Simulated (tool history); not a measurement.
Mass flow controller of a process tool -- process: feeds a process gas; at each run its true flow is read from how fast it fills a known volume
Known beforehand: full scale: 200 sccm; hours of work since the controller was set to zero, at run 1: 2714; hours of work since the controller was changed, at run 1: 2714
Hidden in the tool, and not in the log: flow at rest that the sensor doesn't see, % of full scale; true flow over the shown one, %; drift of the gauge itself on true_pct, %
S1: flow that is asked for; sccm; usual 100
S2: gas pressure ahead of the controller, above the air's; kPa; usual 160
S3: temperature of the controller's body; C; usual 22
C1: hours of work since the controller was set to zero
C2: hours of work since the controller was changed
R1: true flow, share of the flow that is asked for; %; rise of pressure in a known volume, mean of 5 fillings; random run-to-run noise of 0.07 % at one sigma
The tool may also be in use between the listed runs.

| run | hour | S1 | S2 | S3 | C1 | C2 | R1 |
|---|---|---|---|---|---|---|---|
| 1 | 0 | 100 | 160 | 22 | 2714 | 2714 | 97.39 |
| 2 | 89.4 | 100 | 160 | 22 | 2755 | 2755 | 97.23 |
| 3 | 235 | 100 | 160 | 22 | 2821 | 2821 | 97.43 |
| 4 | 408.5 | 100 | 160 | 35 | 2900 | 2900 | 96.57 |
| 5 | 520.3 | 100 | 160 | 35 | 2950 | 2950 | 96.68 |
| 6 | 709.8 | 100 | 160 | 35 | 3036 | 3036 | 96.54 |
| 7 | 893 | 100 | 160 | 22 | 3119 | 3119 | 97.24 |
| 8 | 1050.8 | 100 | 160 | 22 | 3191 | 3191 | 97.1 |
| 9 | 1208.8 | 100 | 165 | 22 | 3263 | 3263 | 97.04 |
| 10 | 1390.4 | 100 | 160 | 22 | 3345 | 3345 | 97.1 |
| 11 | 1571.6 | 100 | 160 | 22 | 3427 | 3427 | 96.85 |
| 12 | 1708.7 | 100 | 162 | 22 | 3490 | 3490 | 96.88 |
| 13 | 1829.9 | 100 | 162 | 22 | 3544 | 3544 | 96.94 |
| 14 | 1909.2 | 100 | 162 | 22 | 3580 | 3580 | 96.85 |
| 15 | 2023.8 | 100 | 162 | 22 | 3632 | 3632 | 96.76 |
| 16 | 2207.4 | 100 | 162 | 22 | 3716 | 3716 | 96.92 |
| 17 | 2333.6 | 100 | 160 | 22 | 3773 | 3773 | 96.9 |
| 18 | 2476.3 | 100 | 160 | 22 | 3838 | 3838 | 96.69 |
| 19 | 2608.8 | 100 | 160 | 22 | 3898 | 3898 | 96.73 |
| 20 | 2757.1 | 100 | 160 | 22 | 3965 | 3965 | 96.67 |
| 21 | 2856 | 100 | 253 | 22 | 4010 | 4010 | 96.43 |
| 22 | 2993.8 | 100 | 187 | 22 | 4073 | 4073 | 96.59 |
| 23 | 3179.6 | 141 | 187 | 22 | 4157 | 4157 | 97.1 |
| 24 | 3309.9 | 141 | 187 | 22 | 4216 | 4216 | 96.96 |
| 25 | 3484.5 | 42 | 219 | 22 | 4295 | 4295 | 94.98 |
| 26 | 3634.6 | 100 | 149 | 22 | 4363 | 4363 | 96.51 |
| 27 | 3811.8 | 100 | 149 | 22 | 4444 | 4444 | 96.42 |
| 28 | 3906.1 | 100 | 194 | 22 | 4486 | 4486 | 96.24 |
| 29 | 4045.6 | 100 | 202 | 32 | 4550 | 4550 | 95.58 |
| 30 | 4179.8 | 62 | 170 | 24 | 4611 | 4611 | 95.41 |
| 31 | 4299 | 153 | 212 | 22 | 4665 | 4665 | 97.06 |
| 32 | 4416.9 | 70 | 176 | 27 | 4718 | 4718 | 95.35 |
| 33 | 4504.6 | 133 | 153 | 38 | 4758 | 4758 | 95.89 |
| 34 | 4598.8 | 75 | 141 | 22 | 4801 | 4801 | 95.63 |
| 35 | 4691.1 | 37 | 141 | 37 | 4843 | 4843 | 93.56 |
| 36 | 4832 | 30 | 219 | 37 | 4907 | 4907 | 92.84 |
| 37 | 4915.3 | 100 | 160 | 28 | 4944 | 4944 | 95.74 |
| 38 | 5029.1 | 32 | 203 | 30 | 4996 | 4996 | 93.31 |
| 39 | 5161.7 | 31 | 203 | 22 | 5056 | 5056 | 93.84 |
| 40 | 5337.6 | 100 | 199 | 21 | 5136 | 5136 | 95.93 |
| 41 | 5500.2 | 26 | 238 | 24 | 5210 | 5210 | 92.91 |
| 42 | 5577 | 26 | 238 | 24 | 5245 | 5245 | 92.92 |
| 43 | 5736.2 | 175 | 260 | 27 | 5317 | 5317 | 96.48 |
| 44 | 5887.7 | 175 | 260 | 27 | 5385 | 5385 | 96.51 |
| 45 | 5987.5 | 100 | 211 | 20 | 5431 | 5431 | 95.77 |
| 46 | 6093.5 | 100 | 211 | 20 | 5479 | 5479 | 95.61 |
| 47 | 6175 | 100 | 199 | 20 | 5516 | 5516 | 95.65 |

How would selected steps in R1 from run to run divide? Give the signed amount a tool lacking its hidden state would still show from settings, what came in and random variation, and the signed amount left for the hidden state, including any gauge scatter that is not in both of the compared results.
Run 36 -> 37: S1 30 -> 100, S2 219 -> 160, S3 37 -> 28. R1 +2.9 %: hidden state +1.41, all else +1.49.
Run 40 -> 41: S1 100 -> 26, S2 199 -> 238, S3 21 -> 24. R1 -3.02 %: hidden state -1.88, all else -1.14.
Run 42 -> 43: S1 26 -> 175, S2 238 -> 260, S3 24 -> 27. R1 +3.56 %: hidden state +2.08, all else +1.48.

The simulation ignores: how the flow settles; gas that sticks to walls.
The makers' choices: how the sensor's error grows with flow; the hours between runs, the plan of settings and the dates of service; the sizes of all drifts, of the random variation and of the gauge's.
